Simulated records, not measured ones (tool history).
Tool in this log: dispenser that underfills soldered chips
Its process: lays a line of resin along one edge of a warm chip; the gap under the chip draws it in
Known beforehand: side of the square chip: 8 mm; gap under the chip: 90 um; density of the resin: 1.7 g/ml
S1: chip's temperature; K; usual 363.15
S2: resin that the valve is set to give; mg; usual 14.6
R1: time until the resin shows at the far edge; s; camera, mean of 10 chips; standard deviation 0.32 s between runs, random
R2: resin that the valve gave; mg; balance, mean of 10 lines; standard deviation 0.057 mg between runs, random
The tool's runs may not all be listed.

run,hour,S1,S2,R1,R2
1,0.0,363.15,14.6,12.9,14.20
# hour 8.4: new syringe of resin
2,8.7,363.15,13.1,11.9,12.69
3,13.0,363.15,13.1,13.9,12.75
# hour 17.9: new syringe of resin
4,18.6,363.15,14.2,11.7,13.59
5,24.4,363.15,14.6,15.4,13.87
# hour 27.4: new syringe of resin
6,30.3,363.15,13.5,13.8,12.87
7,35.9,363.15,13.5,17.2,12.84
# hour 36.8: new syringe of resin
8,40.8,363.15,13.5,13.5,12.84
9,45.9,351.15,18.1,31.0,17.15
# hour 46.8: new syringe of resin
10,50.6,377.15,12.4,7.9,11.70
# hour 56.2: new syringe of resin
11,57.3,377.15,12.4,5.9,11.63
12,61.2,377.15,12.4,7.6,11.62
# hour 65.7: new syringe of resin
13,67.8,353.15,12.8,22.0,11.94
14,73.5,353.15,12.8,27.6,11.90
# hour 75.2: new syringe of resin
# hour 77.2: dispensing valve cleaned and set on the balance
15,79.4,353.15,12.8,21.9,12.78
# hour 86.3: new syringe of resin
16,87.0,367.15,17.5,9.8,17.43

Forecast each of these 4 alternatives for the next run:
A,91.2,377.15,17.5,?,?
B,91.2,359.15,16.0,?,?
C,91.2,372.15,14.3,?,?
D,91.2,363.15,13.7,?,?

run,R1,R2
A,6.7,17.46
B,17.3,15.98
C,9.1,14.28
D,14.4,13.67
Without the tool's hidden state the same runs would have given:
run,R1,R2
A,5.5,17.55
B,14.3,16.06
C,7.5,14.35
D,11.9,13.74
